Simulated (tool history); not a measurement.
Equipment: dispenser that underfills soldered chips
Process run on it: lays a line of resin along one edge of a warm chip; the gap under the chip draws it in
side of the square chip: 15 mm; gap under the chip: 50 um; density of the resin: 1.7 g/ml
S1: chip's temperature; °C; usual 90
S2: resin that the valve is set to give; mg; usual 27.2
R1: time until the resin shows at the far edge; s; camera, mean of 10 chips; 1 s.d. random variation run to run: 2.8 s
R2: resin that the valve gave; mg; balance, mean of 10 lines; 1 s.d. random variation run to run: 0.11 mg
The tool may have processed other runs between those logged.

run 1 hour=0 | S1=90 S2=27.2 | R1=348.9 R2=25.77
run 2 hour=3.2 | S1=90 S2=27.2 | R1=395.8 R2=25.57
-- hour=4 new syringe of resin
run 3 hour=7.7 | S1=90 S2=26 | R1=324.8 R2=24.34
run 4 hour=11 | S1=85 S2=27.2 | R1=414 R2=25.35
-- hour=15.6 new syringe of resin
run 5 hour=16.1 | S1=90 S2=27.2 | R1=282.6 R2=25.58
run 6 hour=20 | S1=99 S2=27.2 | R1=258.8 R2=25.33
run 7 hour=25.3 | S1=90 S2=30.5 | R1=382.4 R2=28.4
-- hour=27.1 new syringe of resin
run 8 hour=28.4 | S1=90 S2=30.5 | R1=293.9 R2=28.38
run 9 hour=31.2 | S1=90 S2=27.2 | R1=327.6 R2=25.19
run 10 hour=35.6 | S1=90 S2=27.2 | R1=376.4 R2=25.32
-- hour=38.7 new syringe of resin
run 11 hour=38.9 | S1=90 S2=27.2 | R1=286.8 R2=25.28
run 12 hour=43.3 | S1=90 S2=27.2 | R1=333.1 R2=25.18
run 13 hour=48.7 | S1=90 S2=27.2 | R1=397.5 R2=24.96
-- hour=49.9 new syringe of resin
run 14 hour=54.1 | S1=90 S2=27.2 | R1=324 R2=24.93
run 15 hour=56.6 | S1=90 S2=27.2 | R1=355.1 R2=25.16
-- hour=61.7 new syringe of resin
run 16 hour=62.2 | S1=90 S2=27.2 | R1=285.5 R2=24.95
run 17 hour=65.1 | S1=90 S2=27.2 | R1=316.6 R2=24.91
run 18 hour=68.8 | S1=90 S2=32.6 | R1=335 R2=29.97
-- hour=73.5 dispensing valve cleaned and set on the balance
-- hour=74.2 new syringe of resin
run 19 hour=74.7 | S1=90 S2=27.2 | R1=282.4 R2=27.23
run 20 hour=80.3 | S1=75 S2=34.9 | R1=512.1 R2=34.81
run 21 hour=83.6 | S1=75 S2=34.9 | R1=563.6 R2=34.96
-- hour=85.8 new syringe of resin
run 22 hour=88 | S1=104 S2=31.9 | R1=210.2 R2=31.78
run 23 hour=90.5 | S1=97 S2=34.5 | R1=264.8 R2=34.1
run 24 hour=93.4 | S1=100 S2=27.4 | R1=282.3 R2=27.31
-- hour=97.1 new syringe of resin
run 25 hour=97.6 | S1=105 S2=25.3 | R1=202.5 R2=24.98
run 26 hour=100.7 | S1=102 S2=24.4 | R1=239.2 R2=24.17
run 27 hour=103.5 | S1=93 S2=33.5 | R1=313.8 R2=32.91
run 28 hour=105.8 | S1=94 S2=24.5 | R1=346.6 R2=24.23
-- hour=108.7 new syringe of resin
run 29 hour=109.9 | S1=79 S2=29.5 | R1=386.7 R2=29.24
run 30 hour=112.4 | S1=94 S2=35.4 | R1=274.6 R2=34.76
run 31 hour=117.9 | S1=97 S2=30 | R1=303.4 R2=29.57
-- hour=120.1 new syringe of resin
run 32 hour=121.4 | S1=95 S2=33.2 | R1=254.1 R2=32.67
run 33 hour=126.3 | S1=89 S2=32.3 | R1=343.1 R2=31.59
run 34 hour=130.5 | S1=101 S2=29.2 | R1=290.4 R2=28.57
-- hour=131.8 new syringe of resin
run 35 hour=134.3 | S1=101 S2=29.2 | R1=230.2 R2=28.42
run 36 hour=136.8 | S1=101 S2=29.2 | R1=246.1 R2=28.37
run 37 hour=140 | S1=101 S2=29.2 | R1=275.9 R2=28.48

Some steps in R1 between neighbouring runs. How much of each would the tool show without its hidden state too (settings, what came in, random variation), and how much is left for the hidden state, with any gauge scatter that isn't in both results?
The tool's hidden condition here consists of: resin's viscosity, % of fresh resin's; dose that the valve gives, % of what is set; true chip temperature over the reading, C; drift of the gauge itself on fill_s, %; drift of the gauge itself on given_mg, %.
Run 4 -> 5: S1 85 -> 90, new syringe of resin. R1 -131.4 s: hidden state -79.9, all else -51.5.
Run 10 -> 11: new syringe of resin. R1 -89.6 s: hidden state -90.6, all else +1.
Run 19 -> 20: S1 90 -> 75, S2 27.2 -> 34.9. R1 +229.7 s: hidden state +90.1, all else +139.6.
Run 21 -> 22: S1 75 -> 104, S2 34.9 -> 31.9, new syringe of resin. R1 -353.4 s: hidden state -136.3, all else -217.1.
